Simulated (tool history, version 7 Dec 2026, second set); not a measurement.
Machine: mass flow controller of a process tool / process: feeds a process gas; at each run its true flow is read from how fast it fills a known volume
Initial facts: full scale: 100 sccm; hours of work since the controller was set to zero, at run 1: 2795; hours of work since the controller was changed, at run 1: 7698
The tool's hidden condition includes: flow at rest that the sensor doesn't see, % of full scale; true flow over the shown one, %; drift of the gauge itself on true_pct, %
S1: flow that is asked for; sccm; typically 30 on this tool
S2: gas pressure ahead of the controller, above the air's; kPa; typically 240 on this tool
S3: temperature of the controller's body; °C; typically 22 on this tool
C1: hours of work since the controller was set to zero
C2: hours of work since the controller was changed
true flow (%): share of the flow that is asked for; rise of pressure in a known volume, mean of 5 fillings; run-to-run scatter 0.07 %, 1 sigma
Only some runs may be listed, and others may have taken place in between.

Run 1, hour 0: usual settings; C1 2795; C2 7698. Result: true flow (%) 98.05.
Run 2, hour 162.6: usual settings but S3 24 °C; C1 2905; C2 7808. Result: true flow (%) 98.24.
Run 3, hour 495.2: usual settings but S3 24 °C; C1 3129; C2 8033. Result: true flow (%) 98.25.
Run 4, hour 740.3: usual settings but S3 24 °C; C1 3295; C2 8198. Result: true flow (%) 98.32.
Run 5, hour 1071.3: usual settings but S3 24 °C; C1 3518; C2 8422. Result: true flow (%) 98.47.
Run 6, hour 1235: usual settings but S1 58 sccm; C1 3629; C2 8532. Result: true flow (%) 97.99.
Run 7, hour 1572.6: usual settings but S2 268 kPa; C1 3857; C2 8760. Result: true flow (%) 98.09.
Run 8, hour 1747.3: usual settings but S3 32 °C; C1 3975; C2 8878. Result: true flow (%) 99.19.
Run 9, hour 1946.8: usual settings but S3 32 °C; C1 4110; C2 9013. Result: true flow (%) 99.24.
Run 10, hour 2163.8: usual settings but S3 32 °C; C1 4256; C2 9159. Result: true flow (%) 99.28.
Run 11, hour 2321.4: usual settings but S3 25 °C; C1 4363; C2 9266. Result: true flow (%) 98.8.
Run 12, hour 2615.7: usual settings but S3 25 °C; C1 4561; C2 9465. Result: true flow (%) 98.77.
Run 13, hour 2978.4: usual settings but S1 19 sccm, S3 25 °C; C1 4806; C2 9710. Result: true flow (%) 99.57.
At hour 3034.1: controller's zero set anew.
Run 14, hour 3320: usual settings but S1 19 sccm, S3 20 °C; C1 193; C2 9940. Result: true flow (%) 96.2.
Run 15, hour 3656.4: usual settings but S1 19 sccm, S3 20 °C; C1 420; C2 10167. Result: true flow (%) 96.4.
Run 16, hour 3989.8: usual settings but S1 19 sccm, S3 20 °C; C1 645; C2 10392. Result: true flow (%) 96.36.
Run 17, hour 4141.6: usual settings; C1 748; C2 10495. Result: true flow (%) 96.72.
Run 18, hour 4387.5: usual settings; C1 914; C2 10661. Result: true flow (%) 96.64.
Run 19, hour 4698.9: usual settings; C1 1124; C2 10871. Result: true flow (%) 96.64.
Run 20, hour 4950: usual settings but S2 180 kPa; C1 1294; C2 11041. Result: true flow (%) 97.11.
At hour 5021.2: controller exchanged for a calibrated one.
Run 21, hour 5138.4: usual settings but S2 276 kPa; C1 79; C2 79. Result: true flow (%) 98.24.
Run 22, hour 5340.5: usual settings but S2 276 kPa; C1 216; C2 216. Result: true flow (%) 98.32.
Run 23, hour 5661.2: usual settings but S3 20 °C; C1 432; C2 432. Result: true flow (%) 98.4.
Run 24, hour 5833.9: usual settings but S2 246 kPa, S3 20 °C; C1 549; C2 549. Result: true flow (%) 98.26.
Run 25, hour 6174.4: usual settings but S1 85 sccm, S3 33 °C; C1 779; C2 779. Result: true flow (%) 100.17.
Run 26, hour 6445.2: usual settings but S1 92 sccm, S2 166 kPa, S3 26 °C; C1 962; C2 962. Result: true flow (%) 99.86.
Run 27, hour 6694.2: usual settings but S1 92 sccm, S2 166 kPa, S3 26 °C; C1 1130; C2 1130. Result: true flow (%) 99.99.
Run 28, hour 7010.8: usual settings but S1 33 sccm, S2 152 kPa; C1 1344; C2 1344. Result: true flow (%) 99.19.
Run 29, hour 7377.9: usual settings but S1 17 sccm, S2 231 kPa, S3 39 °C; C1 1591; C2 1591. Result: true flow (%) 100.59.
Run 30, hour 7718: usual settings but S1 17 sccm, S2 231 kPa, S3 33 °C; C1 1821; C2 1821. Result: true flow (%) 100.34.
Run 31, hour 7880.7: usual settings but S2 162 kPa; C1 1931; C2 1931. Result: true flow (%) 99.19.
Run 32, hour 8182.7: usual settings but S1 77 sccm, S2 185 kPa, S3 29 °C; C1 2135; C2 2135. Result: true flow (%) 100.01.
Run 33, hour 8455.9: usual settings but S1 23 sccm; C1 2319; C2 2319. Result: true flow (%) 99.19.
Run 34, hour 8717.6: usual settings but S1 28 sccm, S2 183 kPa, S3 25 °C; C1 2496; C2 2496. Result: true flow (%) 99.58.
Run 35, hour 9052.8: usual settings but S1 28 sccm, S2 254 kPa, S3 32 °C; C1 2723; C2 2723. Result: true flow (%) 99.93.
Run 36, hour 9372.5: usual settings but S1 28 sccm, S2 254 kPa, S3 32 °C; C1 2939; C2 2939. Result: true flow (%) 99.92.
Run 37, hour 9647.4: usual settings but S1 28 sccm, S2 254 kPa, S3 32 °C; C1 3124; C2 3124. Result: true flow (%) 100.05.
Run 38, hour 9977.4: usual settings but S1 34 sccm; C1 3347; C2 3347. Result: true flow (%) 99.11.
Run 39, hour 10154.9: usual settings but S1 34 sccm; C1 3467; C2 3467. Result: true flow (%) 99.06.
Run 40, hour 10346.8: usual settings but S1 53 sccm; C1 3596; C2 3596. Result: true flow (%) 98.84.
Run 41, hour 10553.7: usual settings but S1 46 sccm, S2 261 kPa, S3 27 °C; C1 3736; C2 3736. Result: true flow (%) 99.12.
Run 42, hour 10834.7: usual settings but S1 46 sccm, S2 261 kPa, S3 27 °C; C1 3926; C2 3926. Result: true flow (%) 99.33.
Run 43, hour 11166.2: usual settings but S1 37 sccm, S2 261 kPa, S3 23 °C; C1 4150; C2 4150. Result: true flow (%) 99.06.
Run 44, hour 11390.5: usual settings but S1 56 sccm, S2 233 kPa, S3 30 °C; C1 4301; C2 4301. Result: true flow (%) 99.52.
Run 45, hour 11680.1: usual settings but S1 44 sccm; C1 4497; C2 4497. Result: true flow (%) 99.12.
Run 46, hour 11932.4: usual settings but S1 90 sccm, S2 159 kPa, S3 23 °C; C1 4667; C2 4667. Result: true flow (%) 99.47.

What if the next run were any one of these 4? Each begins from the tool's condition after run 46:
At hour 12209: controller's zero set anew.
Run A, hour 12275.8: usual settings but S1 49 sccm, S2 145 kPa, S3 26 °C; C1 45; C2 4899. Result: true flow (%) ?.
At hour 12209: controller's zero set anew.
Run B, hour 12275.8: usual settings but S1 45 sccm, S2 196 kPa, S3 27 °C; C1 45; C2 4899. Result: true flow (%) ?.
At hour 12209: controller's zero set anew.
Run C, hour 12275.8: usual settings but S1 74 sccm, S2 234 kPa, S3 36 °C; C1 45; C2 4899. Result: true flow (%) ?.
At hour 12209: controller's zero set anew.
Run D, hour 12275.8: usual settings but S1 90 sccm, S2 279 kPa, S3 24 °C; C1 45; C2 4899. Result: true flow (%) ?.

run  true flow (%)
  A           98.7
  B          98.23
  C          99.25
  D          98.34
Without the tool's unlogged condition, the same runs would have read:
run  true flow (%)
  A          99.72
  B          99.25
  C         100.28
  D          99.38
